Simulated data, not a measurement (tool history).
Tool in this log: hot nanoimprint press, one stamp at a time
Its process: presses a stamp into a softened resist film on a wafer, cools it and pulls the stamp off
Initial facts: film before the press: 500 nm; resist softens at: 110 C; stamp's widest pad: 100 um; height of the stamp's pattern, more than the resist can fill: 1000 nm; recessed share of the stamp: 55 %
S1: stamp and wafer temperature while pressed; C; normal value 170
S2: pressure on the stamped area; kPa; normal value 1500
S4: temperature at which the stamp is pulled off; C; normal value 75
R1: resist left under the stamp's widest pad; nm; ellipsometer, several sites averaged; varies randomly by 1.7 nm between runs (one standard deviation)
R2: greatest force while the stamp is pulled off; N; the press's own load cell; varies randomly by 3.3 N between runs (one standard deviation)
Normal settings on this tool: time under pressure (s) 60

{"run": 1, "hour": 0.0, "S1": 170, "S2": 1500, "time under pressure (s)": 60, "S4": 75, "R1": 313.9, "R2": 235}
{"run": 2, "hour": 20.8, "S1": 170, "S2": 1500, "time under pressure (s)": 60, "S4": 75, "R1": 324.2, "R2": 234}
{"run": 3, "hour": 64.0, "S1": 170, "S2": 1500, "time under pressure (s)": 60, "S4": 75, "R1": 326.8, "R2": 257}
{"run": 4, "hour": 100.7, "S1": 170, "S2": 1500, "time under pressure (s)": 60, "S4": 75, "R1": 326.1, "R2": 178}
{"run": 5, "hour": 122.6, "S1": 170, "S2": 1500, "time under pressure (s)": 60, "S4": 75, "R1": 324.9, "R2": 181}
{"run": 6, "hour": 144.7, "S1": 181, "S2": 1500, "time under pressure (s)": 60, "S4": 75, "R1": 204.7, "R2": 191}
{"run": 7, "hour": 171.5, "S1": 181, "S2": 1500, "time under pressure (s)": 60, "S4": 61, "R1": 206.8, "R2": 244}
{"run": 8, "hour": 194.2, "S1": 181, "S2": 1500, "time under pressure (s)": 60, "S4": 61, "R1": 176.6, "R2": 236}
{"run": 9, "hour": 220.8, "S1": 170, "S2": 1500, "time under pressure (s)": 60, "S4": 75, "R1": 284.1, "R2": 187}
{"run": 10, "hour": 258.3, "S1": 170, "S2": 1500, "time under pressure (s)": 86, "S4": 75, "R1": 252, "R2": 189}
{"run": 11, "hour": 290.2, "S1": 170, "S2": 1500, "time under pressure (s)": 86, "S4": 75, "R1": 255.5, "R2": 205}
{"run": 12, "hour": 320.2, "S1": 170, "S2": 1500, "time under pressure (s)": 86, "S4": 75, "R1": 256.6, "R2": 215}
{"run": 13, "hour": 361.1, "S1": 170, "S2": 1500, "time under pressure (s)": 60, "S4": 75, "R1": 293.3, "R2": 223}
{"run": 14, "hour": 382.3, "S1": 163, "S2": 1500, "time under pressure (s)": 60, "S4": 75, "R1": 378.4, "R2": 232}
{"run": 15, "hour": 401.4, "S1": 170, "S2": 2380, "time under pressure (s)": 60, "S4": 75, "R1": 242, "R2": 235}
{"run": 16, "hour": 433.2, "S1": 170, "S2": 2380, "time under pressure (s)": 60, "S4": 75, "R1": 245, "R2": 161}
{"run": 17, "hour": 458.7, "S1": 170, "S2": 2380, "time under pressure (s)": 60, "S4": 75, "R1": 241.6, "R2": 164}
{"run": 18, "hour": 477.4, "S1": 181, "S2": 1500, "time under pressure (s)": 54, "S4": 69, "R1": 191.6, "R2": 186}
{"run": 19, "hour": 503.9, "S1": 169, "S2": 1500, "time under pressure (s)": 54, "S4": 69, "R1": 317.1, "R2": 198}
{"run": 20, "hour": 535.3, "S1": 167, "S2": 2010, "time under pressure (s)": 66, "S4": 78, "R1": 292.9, "R2": 175}
{"run": 21, "hour": 576.1, "S1": 167, "S2": 2010, "time under pressure (s)": 66, "S4": 78, "R1": 298.1, "R2": 185}
{"run": 22, "hour": 611.0, "S1": 169, "S2": 1500, "time under pressure (s)": 60, "S4": 78, "R1": 305.8, "R2": 185}
{"run": 23, "hour": 631.9, "S1": 169, "S2": 2350, "time under pressure (s)": 60, "S4": 77, "R1": 256.8, "R2": 202}
{"run": 24, "hour": 668.9, "S1": 170, "S2": 1500, "time under pressure (s)": 60, "S4": 77, "R1": 297.6, "R2": 203}
{"run": 25, "hour": 709.7, "S1": 181, "S2": 1240, "time under pressure (s)": 35, "S4": 75, "R1": 253.4, "R2": 225}
{"run": 26, "hour": 750.7, "S1": 181, "S2": 1240, "time under pressure (s)": 35, "S4": 75, "R1": 252.1, "R2": 242}
{"run": 27, "hour": 777.0, "S1": 181, "S2": 1810, "time under pressure (s)": 35, "S4": 79, "R1": 209, "R2": 223}
{"run": 28, "hour": 813.2, "S1": 170, "S2": 1500, "time under pressure (s)": 60, "S4": 72, "R1": 303.4, "R2": 180}
{"run": 29, "hour": 842.2, "S1": 170, "S2": 1500, "time under pressure (s)": 60, "S4": 72, "R1": 307, "R2": 191}
{"run": 30, "hour": 866.0, "S1": 170, "S2": 1500, "time under pressure (s)": 60, "S4": 72, "R1": 307.3, "R2": 193}
{"run": 31, "hour": 888.1, "S1": 170, "S2": 1500, "time under pressure (s)": 60, "S4": 72, "R1": 278.7, "R2": 192}

Not shown here: 7 entries made in the log between runs. Locate each between two listed runs and compare the hidden state at the listed run before it with the hidden state at the listed run after it:
In the gap between runs 1 and 2: plate thermocouple calibrated (hour 20.8)
  true temperature over the reading, C: -2.67 -> -3.48; pressure that arrives at the usual setting, %: 97.38 -> 97.34; grip of the stamp's worn release coat, % over a new coat's: 42.3 -> 45.2
  the result without the hidden state subtracted from the measured one, R1: +35.8 -> +45.9 nm; R2: +79 -> +85 N
In the gap between runs 3 and 4: stamp cleaned and given a new release coat (hour 73.5)
  true temperature over the reading, C: -3.61 -> -3.71; pressure that arrives at the usual setting, %: 97.23 -> 97.16; grip of the stamp's worn release coat, % over a new coat's: 52.3 -> 3.8
  the result without the hidden state subtracted from the measured one, R1: +47.8 -> +49 nm; R2: +101 -> +20 N
In the gap between runs 7 and 8: plate thermocouple calibrated, once more (hour 181.3)
  true temperature over the reading, C: -3.96 -> -0.3; pressure that arrives at the usual setting, %: 96.99 -> 96.94; grip of the stamp's worn release coat, % over a new coat's: 14 -> 16.9
  the result without the hidden state subtracted from the measured one, R1: +35.7 -> +5.1 nm; R2: +44 -> +35 N
In the gap between runs 15 and 16: stamp cleaned and given a new release coat (hour 428.4)
  true temperature over the reading, C: -1 -> -1.08; pressure that arrives at the usual setting, %: 96.47 -> 96.4; grip of the stamp's worn release coat, % over a new coat's: 49.3 -> 0.7
  the result without the hidden state subtracted from the measured one, R1: +17.4 -> +18.6 nm; R2: +81 -> +5 N
In the gap between runs 21 and 22: press's hydraulic seals changed and the load cell set to zero (hour 603)
  true temperature over the reading, C: -1.57 -> -1.66; pressure that arrives at the usual setting, %: 96.06 -> 100.2; grip of the stamp's worn release coat, % over a new coat's: 21.3 -> 25.4
  the result without the hidden state subtracted from the measured one, R1: +26.3 -> +19.9 nm; R2: +38 -> +44 N
In the gap between runs 27 and 28: stamp cleaned and given a new release coat (hour 788.9)
  true temperature over the reading, C: -2.22 -> -2.32; pressure that arrives at the usual setting, %: 99.8 -> 99.73; grip of the stamp's worn release coat, % over a new coat's: 51.9 -> 3.4
  the result without the hidden state subtracted from the measured one, R1: +19.1 -> +28.2 nm; R2: +84 -> +14 N
In the gap between runs 30 and 31: plate thermocouple calibrated (hour 883.5)
  true temperature over the reading, C: -2.51 -> 0.05; pressure that arrives at the usual setting, %: 99.61 -> 99.56; grip of the stamp's worn release coat, % over a new coat's: 10.9 -> 13.7
  the result without the hidden state subtracted from the measured one, R1: +30.8 -> -0.1 nm; R2: +28 -> +23 N

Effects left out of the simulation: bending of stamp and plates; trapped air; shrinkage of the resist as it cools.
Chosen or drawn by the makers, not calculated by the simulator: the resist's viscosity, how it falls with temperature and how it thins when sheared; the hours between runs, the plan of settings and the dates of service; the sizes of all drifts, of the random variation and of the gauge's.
